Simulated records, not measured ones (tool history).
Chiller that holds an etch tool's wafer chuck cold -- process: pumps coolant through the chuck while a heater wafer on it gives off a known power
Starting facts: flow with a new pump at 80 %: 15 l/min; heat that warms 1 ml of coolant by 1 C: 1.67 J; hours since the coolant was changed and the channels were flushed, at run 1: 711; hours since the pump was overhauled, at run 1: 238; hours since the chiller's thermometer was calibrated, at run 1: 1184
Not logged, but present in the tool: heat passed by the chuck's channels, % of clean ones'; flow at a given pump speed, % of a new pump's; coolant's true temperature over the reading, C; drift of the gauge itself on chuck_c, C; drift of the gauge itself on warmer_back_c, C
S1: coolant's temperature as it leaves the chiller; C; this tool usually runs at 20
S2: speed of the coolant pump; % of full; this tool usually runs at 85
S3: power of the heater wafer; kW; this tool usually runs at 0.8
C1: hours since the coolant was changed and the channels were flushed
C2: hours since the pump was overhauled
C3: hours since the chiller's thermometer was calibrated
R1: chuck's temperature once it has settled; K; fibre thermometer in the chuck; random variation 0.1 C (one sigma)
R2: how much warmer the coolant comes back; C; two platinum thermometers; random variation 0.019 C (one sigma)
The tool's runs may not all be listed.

run 1 hour=0 | S1=20 S2=85 S3=0.8 | C1=711 C2=238 C3=1184 | R1=299.45 R2=1.77
run 2 hour=81.4 | S1=20 S2=85 S3=0.8 | C1=792 C2=319 C3=1265 | R1=299.55 R2=1.78
run 3 hour=198.9 | S1=20 S2=63 S3=0.8 | C1=910 C2=436 C3=1383 | R1=301.55 R2=2.5
run 4 hour=316.7 | S1=20 S2=85 S3=0.8 | C1=1028 C2=554 C3=1501 | R1=299.65 R2=1.85
run 5 hour=400.1 | S1=20 S2=85 S3=0.8 | C1=1111 C2=638 C3=1584 | R1=299.65 R2=1.81
run 6 hour=499.5 | S1=20 S2=85 S3=0.8 | C1=1210 C2=737 C3=1684 | R1=299.85 R2=1.81
run 7 hour=557.5 | S1=20 S2=85 S3=0.8 | C1=1268 C2=795 C3=1742 | R1=299.85 R2=1.8
run 8 hour=629.3 | S1=20 S2=85 S3=0.8 | C1=1340 C2=867 C3=1813 | R1=299.65 R2=1.83
run 9 hour=747.1 | S1=20 S2=85 S3=0.8 | C1=1458 C2=985 C3=1931 | R1=299.65 R2=1.85
run 10 hour=817.3 | S1=20 S2=85 S3=0.8 | C1=1528 C2=1055 C3=2001 | R1=299.65 R2=1.82
run 11 hour=867.1 | S1=20 S2=63 S3=0.8 | C1=1578 C2=1105 C3=2051 | R1=301.95 R2=2.54
run 12 hour=969.1 | S1=20 S2=85 S3=1.132 | C1=1680 C2=1207 C3=2153 | R1=302.55 R2=2.63
run 13 hour=1024.1 | S1=20 S2=85 S3=1.132 | C1=1735 C2=1262 C3=2208 | R1=302.55 R2=2.61
run 14 hour=1081.4 | S1=20 S2=85 S3=0.8 | C1=1792 C2=1319 C3=2265 | R1=299.95 R2=1.83
run 15 hour=1170.9 | S1=20 S2=85 S3=0.557 | C1=1882 C2=1408 C3=2355 | R1=297.95 R2=1.25
run 16 hour=1267.8 | S1=20 S2=85 S3=0.557 | C1=1979 C2=1505 C3=2452 | R1=298.15 R2=1.31
run 17 hour=1344.6 | S1=11 S2=88 S3=0.976 | C1=2055 C2=1582 C3=2529 | R1=292.25 R2=2.2
run 18 hour=1422.5 | S1=24 S2=70 S3=0.908 | C1=2133 C2=1660 C3=2607 | R1=306.45 R2=2.63
run 19 hour=1472.4 | S1=24 S2=70 S3=0.908 | C1=2183 C2=1710 C3=2656 | R1=306.35 R2=2.61
-- hour=1481.7 chiller's thermometer calibrated
run 20 hour=1534.3 | S1=24 S2=70 S3=0.908 | C1=2244 C2=1771 C3=53 | R1=306.95 R2=2.65
run 21 hour=1628.5 | S1=19 S2=85 S3=0.953 | C1=2338 C2=1865 C3=147 | R1=300.75 R2=2.2
run 22 hour=1690.2 | S1=19 S2=85 S3=0.953 | C1=2400 C2=1927 C3=208 | R1=300.65 R2=2.23
run 23 hour=1751 | S1=19 S2=85 S3=0.953 | C1=2461 C2=1988 C3=269 | R1=300.75 R2=2.22
run 24 hour=1825.6 | S1=22 S2=85 S3=1.032 | C1=2535 C2=2062 C3=344 | R1=304.55 R2=2.39
run 25 hour=1912.7 | S1=19 S2=66 S3=0.458 | C1=2622 C2=2149 C3=431 | R1=297.75 R2=1.37
-- hour=1937.8 chiller's thermometer calibrated, once more
run 26 hour=2012.7 | S1=11 S2=78 S3=0.8 | C1=2721 C2=2248 C3=75 | R1=291.25 R2=2.05
run 27 hour=2122.8 | S1=20 S2=85 S3=0.897 | C1=2832 C2=2358 C3=185 | R1=300.75 R2=2.15
run 28 hour=2236.1 | S1=12 S2=96 S3=0.513 | C1=2945 C2=2472 C3=298 | R1=289.05 R2=1.09
run 29 hour=2346.8 | S1=12 S2=96 S3=0.513 | C1=3056 C2=2582 C3=409 | R1=288.85 R2=1.07
run 30 hour=2426.7 | S1=19 S2=63 S3=0.513 | C1=3136 C2=2662 C3=489 | R1=297.95 R2=1.71
run 31 hour=2487.6 | S1=22 S2=85 S3=0.971 | C1=3196 C2=2723 C3=550 | R1=303.45 R2=2.34

3 options for the next run, each taken on its own from the tool as it stands now. Forecast them:
run A hour=2579.4 | S1=13 S2=85 S3=0.897 | C1=3288 C2=2815 C3=642 | R1=? R2=?
run B hour=2579.4 | S1=17 S2=85 S3=0.971 | C1=3288 C2=2815 C3=642 | R1=? R2=?
run C hour=2579.4 | S1=20 S2=73 S3=0.8 | C1=3288 C2=2815 C3=642 | R1=? R2=?

run=A R1=293.75 R2=2.12
run=B R1=298.35 R2=2.29
run=C R1=301.05 R2=2.24
Had the tool no hidden state, the same runs would have come out as:
run=A R1=292.85 R2=1.99
run=B R1=297.45 R2=2.15
run=C R1=300.15 R2=2.11
